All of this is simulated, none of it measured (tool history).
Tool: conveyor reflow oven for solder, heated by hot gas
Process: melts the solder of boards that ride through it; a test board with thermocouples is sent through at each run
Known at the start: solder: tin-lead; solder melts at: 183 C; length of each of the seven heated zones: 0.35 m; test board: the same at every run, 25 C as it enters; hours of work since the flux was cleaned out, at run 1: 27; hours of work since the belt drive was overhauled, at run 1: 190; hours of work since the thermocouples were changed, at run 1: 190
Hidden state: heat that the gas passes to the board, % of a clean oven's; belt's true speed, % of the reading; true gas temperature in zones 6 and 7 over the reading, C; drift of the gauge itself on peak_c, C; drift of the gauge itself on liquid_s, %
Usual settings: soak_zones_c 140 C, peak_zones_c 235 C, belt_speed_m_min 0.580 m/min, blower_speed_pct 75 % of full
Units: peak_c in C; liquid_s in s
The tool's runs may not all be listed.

run,day,soak_zones_c,peak_zones_c,belt_speed_m_min,blower_speed_pct,hours of work since the flux was cleaned out,hours of work since the belt drive was overhauled,hours of work since the thermocouples were changed,peak_c,liquid_s
1,0.000,140,235,0.580,75,27,190,190,220.2,57.0
2,1.362,140,235,0.580,75,50,213,213,219.9,57.0
3,3.900,140,235,0.580,75,93,256,256,219.7,57.0
4,6.183,140,235,0.580,75,132,295,295,219.4,56.6
# day 8.362: flux residue cleaned out of gas plates and filters
5,8.879,140,235,0.580,75,9,337,337,220.8,57.9
6,11.179,140,235,0.580,75,48,376,376,220.3,57.6
7,14.204,140,235,0.580,75,99,427,427,220.1,57.0
8,17.362,140,235,0.580,75,153,481,481,219.4,56.6
# day 18.250: flux residue cleaned out of gas plates and filters
9,19.488,140,235,0.580,75,21,513,513,220.9,57.8
10,21.517,140,235,0.580,75,55,548,548,220.7,57.5
# day 21.933: belt drive overhauled, speed set with a stopwatch
11,24.458,140,235,0.580,75,103,43,595,220.3,57.8
# day 27.038: belt drive overhauled, speed set with a stopwatch, once more
12,27.038,140,235,0.682,75,144,0,636,214.0,43.4
# day 27.862: thermocouples of zones 6 and 7 changed
# day 28.471: flux residue cleaned out of gas plates and filters
13,30.242,140,235,0.580,70,30,49,37,218.5,55.6
14,33.454,140,235,0.510,75,85,104,91,223.1,67.4
15,36.288,140,235,0.510,75,133,152,140,222.6,67.3
# day 38.312: flux residue cleaned out of gas plates and filters
16,39.050,140,235,0.510,75,12,195,183,223.8,68.2
17,41.571,140,235,0.510,75,55,238,226,223.5,67.9
18,43.875,154,235,0.480,51,94,277,265,220.7,75.6
19,46.525,144,235,0.532,80,139,322,310,223.3,66.3
# day 48.221: flux residue cleaned out of gas plates and filters
20,49.454,127,223,0.492,69,21,369,356,210.8,55.7
21,51.038,125,250,0.467,77,48,395,383,238.6,78.7
22,53.317,125,250,0.467,77,86,434,422,238.2,78.4
23,55.362,144,235,0.578,65,121,469,456,217.4,56.5
24,57.304,144,242,0.472,58,154,502,489,227.3,77.6
# day 58.042: flux residue cleaned out of gas plates and filters
25,59.767,144,242,0.472,58,29,540,527,229.0,78.6
26,61.488,148,232,0.534,86,58,569,557,223.3,67.8
27,63.092,132,232,0.534,78,86,596,584,219.3,59.9
28,66.362,140,235,0.562,75,141,652,639,220.6,59.5
# day 67.025: thermocouples of zones 6 and 7 changed
# day 67.996: flux residue cleaned out of gas plates and filters
29,68.312,140,235,0.562,75,5,680,18,221.5,60.4
30,71.154,136,235,0.638,75,54,728,67,215.8,47.8
31,72.546,136,235,0.638,75,77,752,90,215.9,47.4

Measured less the same run without the tool's hidden state. The same run-to-run variation is in both; the gauge's scatter may not be:
run,peak_c,liquid_s
1,+0.2,+0.1
2,+0.0,+0.0
3,-0.4,-0.3
4,-0.7,-0.6
5,+0.7,+0.5
6,+0.3,+0.3
7,-0.1,-0.1
8,-0.6,-0.5
9,+0.9,+0.7
10,+0.5,+0.5
11,+0.2,+0.4
12,-0.8,-0.9
13,-0.3,-0.2
14,-0.6,-0.5
15,-1.0,-0.8
16,+0.0,+0.2
17,-0.2,+0.0
18,-0.2,-0.1
19,-0.8,-0.5
20,+0.2,+0.2
21,-0.1,+0.2
22,-0.4,+0.0
23,-0.7,-0.5
24,-0.6,-0.1
25,+0.6,+0.8
26,+0.3,+0.4
27,+0.0,+0.0
28,-0.5,-0.3
29,+0.1,+0.5
30,-0.3,+0.0
31,-0.6,-0.3
